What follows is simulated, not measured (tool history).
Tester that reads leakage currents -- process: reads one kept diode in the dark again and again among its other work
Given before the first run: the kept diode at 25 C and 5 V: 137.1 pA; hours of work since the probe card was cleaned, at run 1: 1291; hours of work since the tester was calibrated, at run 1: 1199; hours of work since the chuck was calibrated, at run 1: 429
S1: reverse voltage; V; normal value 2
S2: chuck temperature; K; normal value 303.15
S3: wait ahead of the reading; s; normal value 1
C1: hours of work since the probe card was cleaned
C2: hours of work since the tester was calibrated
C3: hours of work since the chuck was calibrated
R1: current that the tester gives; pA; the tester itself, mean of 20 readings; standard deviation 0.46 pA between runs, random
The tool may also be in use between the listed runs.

run,hour,S1,S2,S3,C1,C2,C3,R1
1,0,2,303.15,1,1291,1199,429,158.73
2,41,2,303.15,1,1321,1229,459,159.77
3,76.7,2,303.15,1,1347,1255,485,160.91
4,115.4,2,303.15,1,1375,1284,514,161.35
5,153.9,2,303.15,1,1404,1312,542,162.17
# hour 176.1: chuck's temperature calibrated
6,185.7,2,303.15,1,1426,1334,7,168.19
7,216.5,2,307.15,1,1448,1356,30,232.75
8,243.8,2,303.15,0.58,1468,1376,50,168.94
9,281.8,2,303.15,0.58,1496,1404,78,170.19
10,305,2,303.15,1,1513,1421,95,169.49
11,330.2,2,303.15,1,1532,1440,113,168.8
12,354.7,2,303.15,0.47,1549,1458,131,169.69
# hour 376.9: chuck's temperature calibrated, once more
13,388.5,2,303.15,0.47,1573,1481,9,155.93
14,416.5,2,303.15,1,1593,1502,29,155.5
15,457.4,2,303.15,1,1623,1532,59,155.93
16,483.3,2,303.15,1,1642,1551,78,157.38
17,514.1,2,303.15,1,1665,1573,101,157.35
18,530.7,2,303.15,1,1677,1585,113,157.12
19,561.9,2,303.15,1,1700,1608,136,157.23
20,587.3,2,303.15,1,1719,1627,154,157.93
21,606.8,1.99,319.15,1,1733,1641,169,566.92
22,643.6,1.9,294.15,3.53,1760,1668,196,71.45
23,679,16.07,318.15,1.01,1786,1694,222,1103.01
24,704.9,1.35,303.15,1,1805,1713,240,138.59
25,745.7,1.35,303.15,1,1835,1743,270,138.9
26,765.3,7.04,295.15,5.71,1849,1757,285,128.04
27,784.5,1.32,332.15,5.26,1863,1771,299,1290.27
28,823.5,1.42,333.15,1,1892,1800,327,1421.29
29,843.8,3.27,333.15,1.04,1907,1815,342,1899.12
30,880.8,10.56,302.15,0.47,1934,1842,369,272.97
31,915.9,2,303.15,1.66,1959,1868,395,162.2
32,950.1,1.02,320.15,5.17,1984,1893,420,495.67
33,982.8,1.02,320.15,5.17,2009,1917,444,496.76
34,1017.3,11.53,301.15,2.09,2034,1942,470,259.97
35,1043.2,5.45,329.15,1,2053,1961,489,1740.41
36,1083.6,2.19,324.15,1.8,2082,1991,518,878.77
37,1115.8,7.6,317.15,1,2106,2014,542,811.92
# hour 1140.2: chuck's temperature calibrated
38,1150.8,7.6,317.15,1,2130,2038,8,766.85
39,1178.3,12.75,295.15,2.47,2150,2059,28,158.5

For each entry between runs, how does the tool's hidden state at the last listed run before it compare with that at the first listed run after it?
Runs 5 to 6: chuck's temperature calibrated (hour 176.1)
  stray current of the dirty probe card, pA a volt: 0.582 -> 0.59; true chuck temperature over the reading, C: 0.53 -> 0.92
  measured value less the no-hidden-state value, R1: +8.41 -> +13.88 pA
Runs 12 to 13: chuck's temperature calibrated, once more (hour 376.9)
  stray current of the dirty probe card, pA a volt: 0.638 -> 0.647; true chuck temperature over the reading, C: 1.08 -> 0.01
  measured value less the no-hidden-state value, R1: +16.17 -> +1.77 pA
Runs 37 to 38: chuck's temperature calibrated (hour 1140.2)
  stray current of the dirty probe card, pA a volt: 0.852 -> 0.862; true chuck temperature over the reading, C: 0.7 -> -0.01
  measured value less the no-hidden-state value, R1: +50.72 -> +8.13 pA
